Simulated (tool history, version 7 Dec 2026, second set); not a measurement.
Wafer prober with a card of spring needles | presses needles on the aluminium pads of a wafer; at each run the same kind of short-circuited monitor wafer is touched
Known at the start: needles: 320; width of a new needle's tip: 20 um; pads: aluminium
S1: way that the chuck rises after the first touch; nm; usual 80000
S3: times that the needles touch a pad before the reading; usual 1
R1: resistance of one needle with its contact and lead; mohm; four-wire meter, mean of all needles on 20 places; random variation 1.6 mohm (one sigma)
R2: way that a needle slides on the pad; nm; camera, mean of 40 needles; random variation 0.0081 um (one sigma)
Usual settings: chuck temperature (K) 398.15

{"run": 1, "hour": 0.0, "S1": 80000, "chuck temperature (K)": 398.15, "S3": 1, "R1": 197, "R2": 9837}
{"hour": 1.4, "done": "tips cleaned on abrasive film"}
{"run": 2, "hour": 12.8, "S1": 80000, "chuck temperature (K)": 300.15, "S3": 1, "R1": 176, "R2": 9835}
{"hour": 23.3, "done": "tips cleaned on abrasive film"}
{"run": 3, "hour": 26.0, "S1": 80000, "chuck temperature (K)": 300.15, "S3": 1, "R1": 156, "R2": 9823}
{"run": 4, "hour": 35.2, "S1": 80000, "chuck temperature (K)": 300.15, "S3": 1, "R1": 176, "R2": 9841}
{"hour": 44.5, "done": "tips cleaned on abrasive film"}
{"run": 5, "hour": 45.2, "S1": 87000, "chuck temperature (K)": 398.15, "S3": 1, "R1": 161, "R2": 10689}
{"run": 6, "hour": 57.3, "S1": 80000, "chuck temperature (K)": 398.15, "S3": 1, "R1": 190, "R2": 9810}
{"hour": 65.4, "done": "tips cleaned on abrasive film"}
{"run": 7, "hour": 65.4, "S1": 80000, "chuck temperature (K)": 398.15, "S3": 1, "R1": 160, "R2": 9827}
{"run": 8, "hour": 77.4, "S1": 80000, "chuck temperature (K)": 398.15, "S3": 1, "R1": 188, "R2": 9818}
{"hour": 87.0, "done": "tips cleaned on abrasive film"}
{"run": 9, "hour": 92.4, "S1": 80000, "chuck temperature (K)": 398.15, "S3": 1, "R1": 181, "R2": 9814}
{"hour": 108.4, "done": "tips cleaned on abrasive film"}
{"run": 10, "hour": 108.4, "S1": 80000, "chuck temperature (K)": 398.15, "S3": 1, "R1": 163, "R2": 9794}
{"run": 11, "hour": 120.5, "S1": 80000, "chuck temperature (K)": 398.15, "S3": 1, "R1": 193, "R2": 9810}
{"hour": 129.8, "done": "tips cleaned on abrasive film"}
{"run": 12, "hour": 131.0, "S1": 80000, "chuck temperature (K)": 398.15, "S3": 2, "R1": 160, "R2": 9802}
{"run": 13, "hour": 143.1, "S1": 80000, "chuck temperature (K)": 398.15, "S3": 2, "R1": 175, "R2": 9806}
{"hour": 150.8, "done": "tips cleaned on abrasive film"}
{"run": 14, "hour": 154.9, "S1": 95000, "chuck temperature (K)": 398.15, "S3": 1, "R1": 168, "R2": 11651}
{"run": 15, "hour": 165.7, "S1": 80000, "chuck temperature (K)": 398.15, "S3": 1, "R1": 192, "R2": 9798}
{"hour": 171.7, "done": "tips cleaned on abrasive film"}
{"run": 16, "hour": 176.4, "S1": 92000, "chuck temperature (K)": 398.15, "S3": 1, "R1": 168, "R2": 11277}
{"run": 17, "hour": 188.3, "S1": 92000, "chuck temperature (K)": 398.15, "S3": 1, "R1": 183, "R2": 11268}
{"hour": 193.8, "done": "tips cleaned on abrasive film"}
{"run": 18, "hour": 200.8, "S1": 92000, "chuck temperature (K)": 398.15, "S3": 1, "R1": 177, "R2": 11261}
{"hour": 215.0, "done": "tips cleaned on abrasive film"}
{"run": 19, "hour": 215.0, "S1": 92000, "chuck temperature (K)": 398.15, "S3": 1, "R1": 157, "R2": 11269}
{"run": 20, "hour": 225.3, "S1": 97000, "chuck temperature (K)": 328.15, "S3": 1, "R1": 171, "R2": 11869}
{"hour": 236.5, "done": "tips cleaned on abrasive film"}
{"run": 21, "hour": 236.5, "S1": 64000, "chuck temperature (K)": 398.15, "S3": 1, "R1": 164, "R2": 7784}
{"hour": 238.2, "done": "height of the first contact set anew"}
{"run": 22, "hour": 251.2, "S1": 62000, "chuck temperature (K)": 343.15, "S3": 3, "R1": 173, "R2": 7514}
{"hour": 257.9, "done": "tips cleaned on abrasive film"}
{"run": 23, "hour": 262.0, "S1": 67000, "chuck temperature (K)": 317.15, "S3": 2, "R1": 160, "R2": 8105}
{"run": 24, "hour": 276.4, "S1": 67000, "chuck temperature (K)": 317.15, "S3": 2, "R1": 183, "R2": 8104}
{"hour": 279.1, "done": "tips cleaned on abrasive film"}
{"run": 25, "hour": 284.1, "S1": 67000, "chuck temperature (K)": 317.15, "S3": 2, "R1": 163, "R2": 8105}
{"run": 26, "hour": 292.8, "S1": 90000, "chuck temperature (K)": 398.15, "S3": 1, "R1": 185, "R2": 10928}
{"hour": 300.7, "done": "tips cleaned on abrasive film"}
{"run": 27, "hour": 303.8, "S1": 81000, "chuck temperature (K)": 398.15, "S3": 1, "R1": 173, "R2": 9832}
{"run": 28, "hour": 312.1, "S1": 61000, "chuck temperature (K)": 305.15, "S3": 2, "R1": 181, "R2": 7364}
{"hour": 322.3, "done": "height of the first contact set anew, once more"}
{"hour": 322.4, "done": "tips cleaned on abrasive film"}
{"run": 29, "hour": 327.3, "S1": 61000, "chuck temperature (K)": 305.15, "S3": 2, "R1": 165, "R2": 7533}
{"run": 30, "hour": 341.6, "S1": 90000, "chuck temperature (K)": 311.15, "S3": 3, "R1": 158, "R2": 11111}
{"hour": 344.1, "done": "tips cleaned on abrasive film"}
{"run": 31, "hour": 349.9, "S1": 82000, "chuck temperature (K)": 302.15, "S3": 1, "R1": 166, "R2": 10112}
{"run": 32, "hour": 357.6, "S1": 82000, "chuck temperature (K)": 302.15, "S3": 1, "R1": 179, "R2": 10119}
{"hour": 365.4, "done": "tips cleaned on abrasive film"}
{"run": 33, "hour": 371.9, "S1": 81000, "chuck temperature (K)": 304.15, "S3": 1, "R1": 167, "R2": 9989}
{"hour": 386.4, "done": "tips cleaned on abrasive film"}
{"run": 34, "hour": 388.7, "S1": 81000, "chuck temperature (K)": 327.15, "S3": 1, "R1": 159, "R2": 9995}

3 ways to go on from here, each from the tool as it stands after run 34. What would each give?
{"run": "A", "hour": 397.3, "S1": 80000, "chuck temperature (K)": 308.15, "S3": 1, "R1": "?", "R2": "?"}
{"run": "B", "hour": 397.3, "S1": 80000, "chuck temperature (K)": 398.15, "S3": 2, "R1": "?", "R2": "?"}
{"run": "C", "hour": 397.3, "S1": 80000, "chuck temperature (K)": 344.15, "S3": 1, "R1": "?", "R2": "?"}

run=A R1=177 R2=9862
run=B R1=175 R2=9875
run=C R1=182 R2=9864
Without the tool's hidden state the same runs would have given:
run=A R1=143 R2=9884
run=B R1=158 R2=9896
run=C R1=150 R2=9886

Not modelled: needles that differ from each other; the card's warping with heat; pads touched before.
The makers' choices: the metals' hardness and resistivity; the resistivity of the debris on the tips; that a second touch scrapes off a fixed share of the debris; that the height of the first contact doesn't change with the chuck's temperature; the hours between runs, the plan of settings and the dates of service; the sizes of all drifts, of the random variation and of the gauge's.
